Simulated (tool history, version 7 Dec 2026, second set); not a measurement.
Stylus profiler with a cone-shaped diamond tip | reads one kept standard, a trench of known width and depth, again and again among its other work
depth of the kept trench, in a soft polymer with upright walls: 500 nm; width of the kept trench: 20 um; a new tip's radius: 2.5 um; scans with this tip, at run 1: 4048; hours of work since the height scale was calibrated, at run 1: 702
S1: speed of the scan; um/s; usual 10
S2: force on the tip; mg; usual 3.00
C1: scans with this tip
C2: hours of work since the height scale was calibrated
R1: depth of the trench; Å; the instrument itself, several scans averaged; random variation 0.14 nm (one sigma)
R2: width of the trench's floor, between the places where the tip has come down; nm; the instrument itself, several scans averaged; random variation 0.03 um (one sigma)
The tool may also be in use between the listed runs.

run    hour  S1    S2     C1    C2      R1     R2
  1     0.0  10  3.00   4048   702  5030.8  16500
  2   108.1  10  3.00   4450   772  5027.6  16470
  3   169.3  10  3.00   4677   811  5026.6  16450
  4   281.9  10  3.00   5095   884  5022.5  16470
  5   357.9  10  3.00   5378   932  5023.8  16390
  6   410.7  10  1.11   5574   966  4998.8  16340
  7   504.7  10  1.11   5923  1027  4997.9  16350
  8   602.5  10  1.11   6286  1090  4996.4  16290
  9   681.7  10  1.11   6581  1141  4993.0  16260
 10   739.4  10  1.57   6795  1178  4999.5  16220
 11   815.6  10  1.57   7078  1227  4997.7  16180
 12   899.1  10  1.57   7388  1281  4992.9  16180
 13   989.3  10  1.57   7723  1339  4995.8  16110
 14  1090.5  10  1.57   8099  1404  4993.2  16080
 15  1194.1   6  3.00   8484  1471  5005.8  16130
 16  1294.8   6  6.92   8858  1536  5042.0  16080
 17  1359.9   2  3.00   9100  1578  5002.4  16040
 18  1420.2   2  3.00   9324  1617  5007.0  16060
 19  1477.5   2  3.00   9537  1653  5001.4  16050
 20  1549.0   2  3.00   9802  1700  5002.0  15990
 21  1625.3   2  3.00  10086  1749  5001.2  16010
 22  1696.4   2  3.00  10350  1794  5001.1  15970
 23  1793.8  10  7.07  10711  1857  5033.4  15890
 24  1879.0  10  7.07  11028  1912  5031.1  15870
 25  1958.9  10  7.07  11324  1963  5030.9  15880
 26  2005.4   6  2.75  11497  1993  4989.9  15880
 27  2056.5   6  2.75  11687  2026  4990.8  15860
 28  2137.5   3  2.29  11988  2079  4983.4  15760
 29  2219.4  20  2.82  12292  2131  4990.4  15730
     2244.4  -- height scale calibrated on a step standard
 30  2319.6   3  2.12  12662    48  5038.4  15730
 31  2416.8   7  1.01  13024   111  5020.0  15650
 32  2469.4   7  1.01  13219   145  5019.6  15710
 33  2519.2   7  1.01  13404   177  5023.5  15670
 34  2578.3  34  2.13  13623   215  5033.9  15550
 35  2655.1  34  2.13  13909   264  5030.8  15490

The next listed run, before its measurement:
 36  2749.8   8  4.30  14261  325   ?   ?

R1: 5052.3 Å
R2: 15590 nm
Without the tool's hidden state the same run would have given R1 5059.2 Å, R2 16950 nm.
